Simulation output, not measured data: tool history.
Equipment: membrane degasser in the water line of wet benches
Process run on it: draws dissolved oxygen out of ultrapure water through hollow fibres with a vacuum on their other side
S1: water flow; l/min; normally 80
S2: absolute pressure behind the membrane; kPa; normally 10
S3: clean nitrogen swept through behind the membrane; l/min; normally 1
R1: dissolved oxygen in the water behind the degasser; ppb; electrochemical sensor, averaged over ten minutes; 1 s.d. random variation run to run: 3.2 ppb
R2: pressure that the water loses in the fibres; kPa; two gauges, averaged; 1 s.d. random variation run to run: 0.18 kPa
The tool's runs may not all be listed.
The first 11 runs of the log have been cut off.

| run | day | S1 | S2 | S3 | R1 | R2 |
|---|---|---|---|---|---|---|
| 12 | 13.125 | 80 | 10 | 1 | 868.9 | 31.71 |
| 13 | 14.312 | 80 | 10 | 1 | 865.4 | 31.63 |
| 14 | 15.808 | 80 | 10 | 1 | 869.2 | 31.68 |
| 15 | 16.883 | 80 | 10 | 1 | 863.7 | 31.76 |
| 16 | 18.383 | 80 | 10 | 1 | 870.9 | 31.1 |
| 17 | 19.421 | 80 | 10 | 1 | 862.5 | 31.39 |
| 18 | 21.279 | 80 | 10 | 1 | 870 | 31.43 |
| 19 | 23.142 | 80 | 10 | 1 | 868.6 | 31.61 |
| 20 | 24.529 | 80 | 10 | 1 | 867.9 | 31.6 |
| 21 | 26.054 | 80 | 8.3 | 2.67 | 335.4 | 31.27 |
| 22 | 27.012 | 81 | 10 | 0.83 | 978.7 | 31.99 |
|  | 28.225 | vacuum gauge calibrated |
| 23 | 28.771 | 72 | 8.1 | 2.78 | 276.1 | 28.17 |
| 24 | 29.933 | 72 | 14.4 | 2.78 | 595.6 | 28.39 |
| 25 | 30.992 | 80 | 12.8 | 1 | 1158 | 31.44 |
| 26 | 32.092 | 85 | 10 | 2.63 | 458.2 | 33.74 |
| 27 | 33.842 | 80 | 15.5 | 2.18 | 848.9 | 31.4 |
| 28 | 35.471 | 95 | 6.5 | 0.85 | 541.2 | 37.41 |
| 29 | 36.583 | 110 | 17.2 | 1.57 | 1508.7 | 43.96 |
| 30 | 38.133 | 59 | 9.2 | 1.93 | 376.8 | 23.22 |
| 31 | 39.883 | 67 | 19.2 | 1.45 | 1267.5 | 26.33 |
| 32 | 41.183 | 67 | 19.2 | 1.45 | 1256.4 | 26.53 |
| 33 | 41.988 | 115 | 11.9 | 0.42 | 1980.1 | 45.42 |

Consider 3 possible next runs. They are alternatives, not a sequence: every one starts from the tool as it was left by run 33. What does each give?
| A | 43.412 | 53 | 8.4 | 0.94 | ? | ? |
| B | 43.412 | 80 | 10 | 2.44 | ? | ? |
| C | 43.412 | 63 | 13.1 | 2.22 | ? | ? |

| run | R1 | R2 |
|---|---|---|
| A | 520.8 | 21.09 |
| B | 455.8 | 31.36 |
| C | 569 | 24.63 |
The same runs, with their run-to-run variation unchanged, on a tool lacking any hidden condition would have given:
| run | R1 | R2 |
|---|---|---|
| A | 523.9 | 20.64 |
| B | 455.3 | 30.68 |
| C | 568.5 | 24.1 |
